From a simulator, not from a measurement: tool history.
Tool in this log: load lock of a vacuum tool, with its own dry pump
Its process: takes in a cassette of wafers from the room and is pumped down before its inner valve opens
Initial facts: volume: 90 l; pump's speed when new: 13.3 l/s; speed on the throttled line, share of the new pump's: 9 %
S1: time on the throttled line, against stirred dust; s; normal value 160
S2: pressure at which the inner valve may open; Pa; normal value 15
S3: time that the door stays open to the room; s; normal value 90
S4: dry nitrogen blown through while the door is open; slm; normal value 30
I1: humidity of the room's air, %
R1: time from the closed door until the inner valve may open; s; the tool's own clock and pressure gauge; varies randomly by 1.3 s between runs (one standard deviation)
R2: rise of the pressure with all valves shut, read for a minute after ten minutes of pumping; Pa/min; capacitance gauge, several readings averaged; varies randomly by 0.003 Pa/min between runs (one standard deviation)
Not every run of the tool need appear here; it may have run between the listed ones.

{"run": 1, "hour": 0.0, "S1": 160, "S2": 15, "S3": 90, "S4": 30, "I1": 43.6, "R1": 205.5, "R2": 0.024}
{"run": 2, "hour": 377.8, "S1": 160, "S2": 15, "S3": 90, "S4": 30, "I1": 42.5, "R1": 208, "R2": 0.023}
{"run": 3, "hour": 606.3, "S1": 160, "S2": 15, "S3": 90, "S4": 30, "I1": 43.5, "R1": 209.1, "R2": 0.019}
{"run": 4, "hour": 785.6, "S1": 160, "S2": 15, "S3": 90, "S4": 30, "I1": 42.4, "R1": 207.3, "R2": 0.022}
{"run": 5, "hour": 1190.5, "S1": 160, "S2": 15, "S3": 90, "S4": 30, "I1": 46.1, "R1": 205.9, "R2": 0.025}
{"run": 6, "hour": 1411.1, "S1": 160, "S2": 15, "S3": 90, "S4": 30, "I1": 45.1, "R1": 207.4, "R2": 0.023}
{"run": 7, "hour": 1617.7, "S1": 160, "S2": 15, "S3": 90, "S4": 30, "I1": 42.4, "R1": 206.9, "R2": 0.023}
{"run": 8, "hour": 1937.4, "S1": 160, "S2": 15, "S3": 90, "S4": 30, "I1": 44.5, "R1": 207.3, "R2": 0.023}
{"run": 9, "hour": 2292.8, "S1": 105, "S2": 15, "S3": 90, "S4": 30, "I1": 46.9, "R1": 156.8, "R2": 0.025}
{"run": 10, "hour": 2562.5, "S1": 105, "S2": 15, "S3": 57, "S4": 30, "I1": 44.4, "R1": 154.3, "R2": 0.015}
{"run": 11, "hour": 2811.2, "S1": 142, "S2": 15, "S3": 90, "S4": 30, "I1": 48.1, "R1": 188.8, "R2": 0.027}
{"run": 12, "hour": 3101.1, "S1": 160, "S2": 15, "S3": 90, "S4": 30, "I1": 45.5, "R1": 206.1, "R2": 0.026}
{"run": 13, "hour": 3495.0, "S1": 160, "S2": 17, "S3": 90, "S4": 30, "I1": 46.7, "R1": 204.6, "R2": 0.021}
{"run": 14, "hour": 3798.7, "S1": 160, "S2": 17, "S3": 90, "S4": 30, "I1": 45.4, "R1": 206.8, "R2": 0.023}
{"run": 15, "hour": 4036.3, "S1": 160, "S2": 15, "S3": 90, "S4": 6, "I1": 48.2, "R1": 203.2, "R2": 0.049}
{"run": 16, "hour": 4397.5, "S1": 160, "S2": 15, "S3": 185, "S4": 30, "I1": 43.9, "R1": 204.4, "R2": 0.046}
{"run": 17, "hour": 4623.6, "S1": 160, "S2": 15, "S3": 90, "S4": 30, "I1": 48.1, "R1": 203.5, "R2": 0.02}
{"run": 18, "hour": 4924.5, "S1": 160, "S2": 15, "S3": 90, "S4": 30, "I1": 44.7, "R1": 205.4, "R2": 0.032}
{"run": 19, "hour": 5115.7, "S1": 160, "S2": 15, "S3": 90, "S4": 30, "I1": 43.7, "R1": 207.7, "R2": 0.028}
{"run": 20, "hour": 5448.6, "S1": 162, "S2": 27, "S3": 35, "S4": 30, "I1": 46.5, "R1": 204.7, "R2": 0.014}
{"run": 21, "hour": 5680.0, "S1": 160, "S2": 15, "S3": 90, "S4": 5, "I1": 43.7, "R1": 204.6, "R2": 0.042}
{"run": 22, "hour": 6053.6, "S1": 160, "S2": 14, "S3": 90, "S4": 15, "I1": 43.2, "R1": 205.6, "R2": 0.029}
{"run": 23, "hour": 6345.3, "S1": 160, "S2": 14, "S3": 90, "S4": 15, "I1": 41.8, "R1": 207.1, "R2": 0.028}
{"run": 24, "hour": 6681.7, "S1": 256, "S2": 15, "S3": 90, "S4": 30, "I1": 44.3, "R1": 293.7, "R2": 0.025}
{"run": 25, "hour": 6960.8, "S1": 160, "S2": 15, "S3": 162, "S4": 15, "I1": 49.5, "R1": 206, "R2": 0.059}
{"run": 26, "hour": 7146.4, "S1": 160, "S2": 19, "S3": 162, "S4": 15, "I1": 44.8, "R1": 201.8, "R2": 0.048}
{"run": 27, "hour": 7386.2, "S1": 231, "S2": 29, "S3": 154, "S4": 15, "I1": 45, "R1": 268, "R2": 0.052}
{"run": 28, "hour": 7731.4, "S1": 141, "S2": 15, "S3": 215, "S4": 30, "I1": 42.4, "R1": 187, "R2": 0.043}
{"run": 29, "hour": 8009.2, "S1": 270, "S2": 15, "S3": 42, "S4": 20, "I1": 45.4, "R1": 305.3, "R2": 0.023}
{"run": 30, "hour": 8295.2, "S1": 270, "S2": 15, "S3": 42, "S4": 20, "I1": 46.6, "R1": 303.5, "R2": 0.025}
{"run": 31, "hour": 8514.4, "S1": 270, "S2": 15, "S3": 42, "S4": 20, "I1": 48.2, "R1": 304.1, "R2": 0.017}
{"run": 32, "hour": 8789.7, "S1": 135, "S2": 26, "S3": 90, "S4": 30, "I1": 45.6, "R1": 179, "R2": 0.026}
{"run": 33, "hour": 9110.9, "S1": 160, "S2": 23, "S3": 90, "S4": 43, "I1": 43.2, "R1": 202.9, "R2": 0.014}
{"run": 34, "hour": 9460.2, "S1": 113, "S2": 22, "S3": 191, "S4": 43, "I1": 43.8, "R1": 158.7, "R2": 0.032}
{"run": 35, "hour": 9878.4, "S1": 151, "S2": 15, "S3": 90, "S4": 30, "I1": 44.6, "R1": 197.3, "R2": 0.026}
{"run": 36, "hour": 10186.3, "S1": 256, "S2": 20, "S3": 81, "S4": 14, "I1": 43.8, "R1": 293.6, "R2": 0.029}

Not shown: 1 entry that the log had between the listed runs. Between which runs, and how does the tool's hidden state differ before and after?
Logged between run 8 and run 9: dry pump taken out, an overhauled one fitted (hour 2012.8)
  pump's speed, % of a new pump's: 99.9 -> 100

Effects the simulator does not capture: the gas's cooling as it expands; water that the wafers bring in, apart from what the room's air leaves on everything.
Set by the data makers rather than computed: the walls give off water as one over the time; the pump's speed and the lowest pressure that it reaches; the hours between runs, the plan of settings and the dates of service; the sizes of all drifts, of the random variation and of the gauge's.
